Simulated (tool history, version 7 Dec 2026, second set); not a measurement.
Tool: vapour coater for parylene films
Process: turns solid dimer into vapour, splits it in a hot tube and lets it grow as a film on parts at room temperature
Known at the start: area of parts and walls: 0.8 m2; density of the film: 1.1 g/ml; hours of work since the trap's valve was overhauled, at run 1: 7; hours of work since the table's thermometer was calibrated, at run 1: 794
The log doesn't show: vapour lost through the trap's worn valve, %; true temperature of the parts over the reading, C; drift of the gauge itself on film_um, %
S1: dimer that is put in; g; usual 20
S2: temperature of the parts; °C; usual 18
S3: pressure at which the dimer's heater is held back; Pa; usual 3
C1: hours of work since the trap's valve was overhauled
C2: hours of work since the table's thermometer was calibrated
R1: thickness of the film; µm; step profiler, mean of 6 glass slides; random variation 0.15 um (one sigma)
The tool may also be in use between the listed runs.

run 1 day=0 | S1=20 S2=18 S3=3 | C1=7 C2=794 | R1=18.58
run 2 day=1.075 | S1=20 S2=18 S3=3 | C1=30 C2=817 | R1=18.53
run 3 day=2.046 | S1=20 S2=18 S3=3 | C1=50 C2=837 | R1=18.28
run 4 day=2.871 | S1=20 S2=18 S3=3 | C1=68 C2=854 | R1=18.4
run 5 day=3.875 | S1=20 S2=18 S3=3 | C1=89 C2=876 | R1=18.32
run 6 day=4.825 | S1=20 S2=18 S3=3 | C1=109 C2=895 | R1=17.95
run 7 day=5.996 | S1=20 S2=18 S3=3 | C1=133 C2=920 | R1=18
run 8 day=7.021 | S1=20 S2=18 S3=3 | C1=155 C2=941 | R1=17.5
run 9 day=7.817 | S1=20 S2=18 S3=3 | C1=171 C2=958 | R1=17.53
run 10 day=8.95 | S1=20 S2=18 S3=3 | C1=195 C2=982 | R1=17.44
run 11 day=9.567 | S1=20 S2=18 S3=3 | C1=208 C2=995 | R1=17.44
run 12 day=10.496 | S1=20 S2=18 S3=3 | C1=228 C2=1014 | R1=17.33
run 13 day=11.467 | S1=20 S2=18 S3=3 | C1=248 C2=1035 | R1=17.21
run 14 day=12.688 | S1=20 S2=18 S3=3 | C1=273 C2=1060 | R1=16.95
run 15 day=13.821 | S1=20 S2=18 S3=3 | C1=297 C2=1084 | R1=17.03
run 16 day=14.596 | S1=20 S2=18 S3=3 | C1=313 C2=1100 | R1=16.78
run 17 day=15.417 | S1=18 S2=18 S3=3 | C1=331 C2=1118 | R1=15.01
-- day=15.667 trap's valve overhauled
run 18 day=16.921 | S1=18 S2=18 S3=3 | C1=26 C2=1146 | R1=14.53
run 19 day=18.279 | S1=18 S2=18 S3=3 | C1=55 C2=1174 | R1=14.54
run 20 day=19.129 | S1=20 S2=18 S3=2.27 | C1=73 C2=1192 | R1=16.93
run 21 day=20.242 | S1=10 S2=18 S3=3 | C1=96 C2=1215 | R1=8.05
-- day=20.7 trap's valve overhauled, once more
run 22 day=21.646 | S1=10 S2=18 S3=3 | C1=20 C2=1241 | R1=9.46
run 23 day=22.954 | S1=10 S2=18 S3=3 | C1=47 C2=1269 | R1=9.17
run 24 day=24.012 | S1=10 S2=18 S3=3 | C1=69 C2=1291 | R1=9.1
run 25 day=24.917 | S1=20 S2=19 S3=3 | C1=88 C2=1310 | R1=17.15
run 26 day=26.117 | S1=29 S2=17 S3=8.24 | C1=114 C2=1335 | R1=22.61
run 27 day=26.875 | S1=20 S2=27 S3=6.21 | C1=129 C2=1351 | R1=10.54
run 28 day=28.067 | S1=10 S2=18 S3=3 | C1=154 C2=1376 | R1=9.05
run 29 day=29.45 | S1=10 S2=18 S3=3 | C1=183 C2=1405 | R1=8.89
run 30 day=30.496 | S1=32 S2=20 S3=11.31 | C1=205 C2=1427 | R1=19.91
run 31 day=31.262 | S1=32 S2=20 S3=11.31 | C1=221 C2=1443 | R1=20.06
run 32 day=32.5 | S1=32 S2=20 S3=11.31 | C1=247 C2=1469 | R1=19.66
run 33 day=33.225 | S1=32 S2=16 S3=7.01 | C1=263 C2=1484 | R1=25.7
run 34 day=34.225 | S1=32 S2=16 S3=7.01 | C1=284 C2=1505 | R1=25.61
run 35 day=35.188 | S1=14 S2=16 S3=3 | C1=304 C2=1525 | R1=12.92
run 36 day=36.542 | S1=8 S2=23 S3=3.39 | C1=332 C2=1553 | R1=5.21
run 37 day=37.788 | S1=26 S2=18 S3=6.19 | C1=358 C2=1579 | R1=19.07
-- day=38.75 trap's valve overhauled
run 38 day=39.358 | S1=20 S2=19 S3=5.74 | C1=13 C2=1609 | R1=16.05
run 39 day=40.35 | S1=16 S2=19 S3=5.74 | C1=34 C2=1630 | R1=12.67
run 40 day=41.512 | S1=16 S2=19 S3=5.74 | C1=58 C2=1654 | R1=12.72
run 41 day=42.246 | S1=24 S2=14 S3=5.74 | C1=73 C2=1669 | R1=23.45
run 42 day=43.6 | S1=20 S2=13 S3=6.12 | C1=102 C2=1698 | R1=20.08
run 43 day=44.871 | S1=20 S2=13 S3=6.12 | C1=128 C2=1724 | R1=19.89
run 44 day=45.929 | S1=11 S2=18 S3=7.69 | C1=150 C2=1747 | R1=8.29
run 45 day=47.15 | S1=29 S2=11 S3=7.69 | C1=176 C2=1772 | R1=29.54
run 46 day=47.954 | S1=29 S2=11 S3=7.69 | C1=193 C2=1789 | R1=29.86
run 47 day=49.35 | S1=29 S2=10 S3=2.87 | C1=222 C2=1818 | R1=29.77

Forecast each of these 4 alternatives for the next run:
run A day=50.638 | S1=13 S2=13 S3=11.48 | C1=249 C2=1845 | R1=?
run B day=50.638 | S1=13 S2=18 S3=3.56 | C1=249 C2=1845 | R1=?
run C day=50.638 | S1=15 S2=18 S3=2.43 | C1=249 C2=1845 | R1=?
run D day=50.638 | S1=26 S2=18 S3=3 | C1=249 C2=1845 | R1=?

run=A R1=11.01
run=B R1=11
run=C R1=13.76
run=D R1=22.42
Without the tool's hidden state the same runs would have given:
run=A R1=11.67
run=B R1=11.66
run=C R1=14.58
run=D R1=23.77
